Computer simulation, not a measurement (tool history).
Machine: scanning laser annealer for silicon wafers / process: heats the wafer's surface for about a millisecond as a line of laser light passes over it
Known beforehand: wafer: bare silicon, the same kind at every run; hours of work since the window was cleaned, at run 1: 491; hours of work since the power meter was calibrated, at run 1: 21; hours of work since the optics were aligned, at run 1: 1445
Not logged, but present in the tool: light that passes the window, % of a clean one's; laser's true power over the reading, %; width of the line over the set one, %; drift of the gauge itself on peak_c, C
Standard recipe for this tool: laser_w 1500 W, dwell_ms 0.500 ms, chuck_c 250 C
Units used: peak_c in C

run	hour	laser_w	dwell_ms	chuck_c	hours of work since the window was cleaned	hours of work since the power meter was calibrated	hours of work since the optics were aligned	peak_c
1	0.0	1500	0.500	250	491	21	1445	1065
2	13.9	1576	0.500	250	497	28	1452	1105
3	24.3	1576	0.500	250	502	33	1457	1104
# hour 30.0: window over the wafer cleaned
4	33.0	1500	0.500	260	1	36	1460	1088
5	46.8	1500	0.500	250	8	42	1466	1076
6	60.5	1500	0.500	250	14	49	1473	1080
7	73.8	1500	0.500	237	21	55	1479	1067
8	81.1	1500	0.500	237	24	58	1482	1062
9	93.8	1500	0.500	237	30	64	1488	1065
10	107.1	1500	0.500	250	36	70	1494	1078
11	115.1	1500	0.500	266	40	74	1498	1094
12	129.7	1500	0.500	266	47	81	1505	1091
13	138.1	1500	0.500	266	51	85	1509	1089
14	148.4	1500	0.500	266	55	90	1514	1093
15	158.4	1571	0.352	234	60	94	1518	945
16	172.6	1381	0.576	221	67	101	1525	1036
17	184.7	1607	0.427	250	72	107	1531	1062
18	198.9	1439	0.563	243	79	113	1537	1088
19	207.0	1313	0.563	252	83	117	1541	1017
20	215.2	1370	0.361	250	87	121	1545	876
21	224.0	1370	0.361	250	91	125	1549	877
22	232.1	1370	0.424	226	95	129	1553	910
23	241.1	1368	0.471	230	99	133	1557	953
24	254.2	1521	0.416	250	105	139	1563	1005
25	260.6	1372	0.520	259	108	142	1566	1025

Here are 3 independent what-if runs from the current tool condition. What would each one return?
A	270.0	1649	0.495	261	112	147	1571	?
B	270.0	1571	0.485	273	112	147	1571	?
C	270.0	1500	0.517	250	112	147	1571	?

run	peak_c
A	1169
B	1120
C	1086
What these runs would have given with no unlogged condition in the tool:
run	peak_c
A	1185
B	1135
C	1101
